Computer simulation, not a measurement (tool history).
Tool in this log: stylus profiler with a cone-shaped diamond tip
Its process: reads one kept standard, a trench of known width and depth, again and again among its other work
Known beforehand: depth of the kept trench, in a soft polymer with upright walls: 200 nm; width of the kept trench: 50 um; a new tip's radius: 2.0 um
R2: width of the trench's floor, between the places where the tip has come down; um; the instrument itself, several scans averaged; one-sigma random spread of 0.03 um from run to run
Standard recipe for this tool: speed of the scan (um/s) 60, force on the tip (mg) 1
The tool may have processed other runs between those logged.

run 1 hour=0 | speed_of_the_scan_(um/s)=60 force_on_the_tip_(mg)=1 | depth_of_the_trench_(Å)=2011 R2=47.98
run 2 hour=19.4 | speed_of_the_scan_(um/s)=60 force_on_the_tip_(mg)=1 | depth_of_the_trench_(Å)=2011.1 R2=47.96
run 3 hour=40.4 | speed_of_the_scan_(um/s)=60 force_on_the_tip_(mg)=1 | depth_of_the_trench_(Å)=2011.8 R2=47.95
run 4 hour=59 | speed_of_the_scan_(um/s)=60 force_on_the_tip_(mg)=1 | depth_of_the_trench_(Å)=2010.8 R2=48
run 5 hour=79.5 | speed_of_the_scan_(um/s)=60 force_on_the_tip_(mg)=1 | depth_of_the_trench_(Å)=2009.9 R2=47.93
run 6 hour=99.2 | speed_of_the_scan_(um/s)=60 force_on_the_tip_(mg)=1 | depth_of_the_trench_(Å)=2011.3 R2=48
run 7 hour=111.6 | speed_of_the_scan_(um/s)=60 force_on_the_tip_(mg)=1 | depth_of_the_trench_(Å)=2010.8 R2=47.91
run 8 hour=124.9 | speed_of_the_scan_(um/s)=60 force_on_the_tip_(mg)=1 | depth_of_the_trench_(Å)=2010.5 R2=47.93
run 9 hour=146.8 | speed_of_the_scan_(um/s)=60 force_on_the_tip_(mg)=1 | depth_of_the_trench_(Å)=2010.3 R2=47.92
run 10 hour=168.6 | speed_of_the_scan_(um/s)=60 force_on_the_tip_(mg)=1 | depth_of_the_trench_(Å)=2012.1 R2=47.93
run 11 hour=180.6 | speed_of_the_scan_(um/s)=60 force_on_the_tip_(mg)=1 | depth_of_the_trench_(Å)=2009.9 R2=47.89
run 12 hour=192.4 | speed_of_the_scan_(um/s)=60 force_on_the_tip_(mg)=1 | depth_of_the_trench_(Å)=2011.5 R2=47.89
run 13 hour=211.4 | speed_of_the_scan_(um/s)=60 force_on_the_tip_(mg)=1 | depth_of_the_trench_(Å)=2011 R2=47.91
run 14 hour=227.1 | speed_of_the_scan_(um/s)=60 force_on_the_tip_(mg)=1 | depth_of_the_trench_(Å)=2011.4 R2=47.95
run 15 hour=238.6 | speed_of_the_scan_(um/s)=47 force_on_the_tip_(mg)=1 | depth_of_the_trench_(Å)=2011.5 R2=47.99
run 16 hour=249.6 | speed_of_the_scan_(um/s)=47 force_on_the_tip_(mg)=1 | depth_of_the_trench_(Å)=2011.9 R2=47.91
run 17 hour=260 | speed_of_the_scan_(um/s)=60 force_on_the_tip_(mg)=1 | depth_of_the_trench_(Å)=2009.6 R2=47.91
run 18 hour=274.8 | speed_of_the_scan_(um/s)=60 force_on_the_tip_(mg)=1 | depth_of_the_trench_(Å)=2011.8 R2=47.9
run 19 hour=286.5 | speed_of_the_scan_(um/s)=60 force_on_the_tip_(mg)=1 | depth_of_the_trench_(Å)=2011.1 R2=47.89
run 20 hour=305.8 | speed_of_the_scan_(um/s)=60 force_on_the_tip_(mg)=1 | depth_of_the_trench_(Å)=2013.4 R2=47.87
run 21 hour=326.1 | speed_of_the_scan_(um/s)=60 force_on_the_tip_(mg)=1 | depth_of_the_trench_(Å)=2011.9 R2=47.89
run 22 hour=339 | speed_of_the_scan_(um/s)=16 force_on_the_tip_(mg)=0.36 | depth_of_the_trench_(Å)=2005.4 R2=47.98
run 23 hour=355.6 | speed_of_the_scan_(um/s)=19 force_on_the_tip_(mg)=0.53 | depth_of_the_trench_(Å)=2008 R2=48.01
run 24 hour=366.5 | speed_of_the_scan_(um/s)=17 force_on_the_tip_(mg)=0.48 | depth_of_the_trench_(Å)=2007.8 R2=48.04
run 25 hour=382.3 | speed_of_the_scan_(um/s)=17 force_on_the_tip_(mg)=0.48 | depth_of_the_trench_(Å)=2005.9 R2=47.98
run 26 hour=396.2 | speed_of_the_scan_(um/s)=31 force_on_the_tip_(mg)=0.5 | depth_of_the_trench_(Å)=2006.9 R2=47.88
run 27 hour=407.1 | speed_of_the_scan_(um/s)=16 force_on_the_tip_(mg)=0.5 | depth_of_the_trench_(Å)=2008.2 R2=48.03
run 28 hour=417.1 | speed_of_the_scan_(um/s)=16 force_on_the_tip_(mg)=0.93 | depth_of_the_trench_(Å)=2011 R2=48.02
run 29 hour=427.2 | speed_of_the_scan_(um/s)=16 force_on_the_tip_(mg)=0.93 | depth_of_the_trench_(Å)=2012 R2=48.07
run 30 hour=448.2 | speed_of_the_scan_(um/s)=72 force_on_the_tip_(mg)=0.5 | depth_of_the_trench_(Å)=2007.7 R2=47.63
run 31 hour=457.9 | speed_of_the_scan_(um/s)=21 force_on_the_tip_(mg)=2.67 | depth_of_the_trench_(Å)=2022.5 R2=48.04
run 32 hour=471.5 | speed_of_the_scan_(um/s)=81 force_on_the_tip_(mg)=0.97 | depth_of_the_trench_(Å)=2011.5 R2=47.8
run 33 hour=492.3 | speed_of_the_scan_(um/s)=81 force_on_the_tip_(mg)=0.97 | depth_of_the_trench_(Å)=2012.8 R2=47.7
run 34 hour=511.1 | speed_of_the_scan_(um/s)=81 force_on_the_tip_(mg)=0.97 | depth_of_the_trench_(Å)=2011.4 R2=47.75
run 35 hour=523.7 | speed_of_the_scan_(um/s)=118 force_on_the_tip_(mg)=0.85 | depth_of_the_trench_(Å)=2011.5 R2=47.55
run 36 hour=540.3 | speed_of_the_scan_(um/s)=53 force_on_the_tip_(mg)=0.9 | depth_of_the_trench_(Å)=2011.6 R2=47.8
run 37 hour=556.9 | speed_of_the_scan_(um/s)=23 force_on_the_tip_(mg)=1 | depth_of_the_trench_(Å)=2012.5 R2=47.95
run 38 hour=571.2 | speed_of_the_scan_(um/s)=60 force_on_the_tip_(mg)=0.76 | depth_of_the_trench_(Å)=2010.7 R2=47.74
run 39 hour=591.5 | speed_of_the_scan_(um/s)=60 force_on_the_tip_(mg)=0.76 | depth_of_the_trench_(Å)=2010.5 R2=47.79

Below, some changes in depth of the trench (Å) between adjacent runs. For each, the amount present without the hidden state too (settings, incoming material, random variation) and the amount remaining for the hidden state with gauge scatter not shared by both compared results:
Hidden state present: radius of the tip, um; height scale over the true one, %; drift of the gauge itself on depth_nm, %; drift of the gauge itself on floor_um, %.
Run 2 -> 3: no setting touched and nothing written in the log between the runs. depth of the trench (Å) +0.7: hidden state +0.2, all else +0.5.
Run 4 -> 5: no setting touched and nothing written in the log between the runs. depth of the trench (Å) -0.9: hidden state +0.2, all else -1.1.
Run 19 -> 20: no setting touched and nothing written in the log between the runs. depth of the trench (Å) +2.3: hidden state +0.2, all else +2.1.
Run 21 -> 22: speed of the scan (um/s) 60 -> 16, force on the tip (mg) 1 -> 0.36. depth of the trench (Å) -6.5: hidden state +0, all else -6.5.
Run 30 -> 31: speed of the scan (um/s) 72 -> 21, force on the tip (mg) 0.5 -> 2.67. depth of the trench (Å) +14.8: hidden state +0, all else +14.8.
Run 31 -> 32: speed of the scan (um/s) 21 -> 81, force on the tip (mg) 2.67 -> 0.97. depth of the trench (Å) -11: hidden state +0.1, all else -11.1.

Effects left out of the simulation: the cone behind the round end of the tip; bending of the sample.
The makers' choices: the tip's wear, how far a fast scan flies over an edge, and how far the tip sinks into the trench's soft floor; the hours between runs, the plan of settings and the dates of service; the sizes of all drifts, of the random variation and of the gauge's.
